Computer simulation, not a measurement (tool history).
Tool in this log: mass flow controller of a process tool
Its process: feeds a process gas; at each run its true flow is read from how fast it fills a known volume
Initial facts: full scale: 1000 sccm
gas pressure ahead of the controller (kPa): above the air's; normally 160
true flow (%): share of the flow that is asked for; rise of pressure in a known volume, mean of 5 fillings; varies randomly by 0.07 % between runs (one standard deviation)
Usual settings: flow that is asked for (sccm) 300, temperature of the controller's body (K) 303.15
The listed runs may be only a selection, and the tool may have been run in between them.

run	hour	flow that is asked for (sccm)	gas pressure ahead of the controller (kPa)	temperature of the controller's body (K)	true flow (%)
1	0	300	160	303.15	98.93
2	140.1	300	160	297.15	99.69
3	253.8	300	160	297.15	99.56
4	390.7	300	160	297.15	99.47
5	477	300	160	297.15	99.57
6	538.5	300	160	297.15	99.58
7	652.2	300	160	297.15	99.43
8	771.7	300	160	297.15	99.41
9	901.7	300	160	297.15	99.44
10	1036.6	300	160	297.15	99.37
11	1178	300	160	311.15	97.85
12	1283.3	300	160	311.15	97.68
13	1360.9	300	160	311.15	97.69
14	1498.5	300	160	311.15	97.54
15	1596.6	300	160	303.15	98.56
16	1670.9	300	160	303.15	98.5
17	1739.8	351	160	303.15	98.53
18	1838.1	300	160	303.15	98.54
19	1946.6	587	160	303.15	98.77
20	2053.6	587	160	294.15	99.76
21	2180	587	160	294.15	99.95
22	2299.1	587	160	294.15	99.68
23	2437	300	160	297.15	99.07
24	2555.4	300	160	303.15	98.31
25	2658.9	300	160	303.15	98.44
26	2737.4	300	160	303.15	98.18
27	2816.3	300	160	303.15	98.24
28	2878.1	300	160	303.15	98.21
29	2953.2	300	164	303.15	98.09
30	3074.8	739	160	307.15	98.24
31	3202.3	191	160	311.15	97.14
32	3275.5	191	160	311.15	97.29
# hour 3350.5: gauge calibrated
33	3350.5	226	242	298.15	98.73
34	3443.1	226	181	308.15	98.15
35	3547.7	226	181	308.15	98.08
36	3630.6	226	181	308.15	98.16
37	3693.2	226	181	308.15	98.03
38	3784.7	226	181	308.15	98.01
39	3867.8	126	255	310.15	97.13
40	3950	126	255	310.15	97.25

For run 41, what comes out?
41	4025.2	719	161	294.15	?

{"run 41": {"true flow (%)": 100.25}}
Had the tool carried no hidden state, the very same run would have given true flow (%) 100.43.
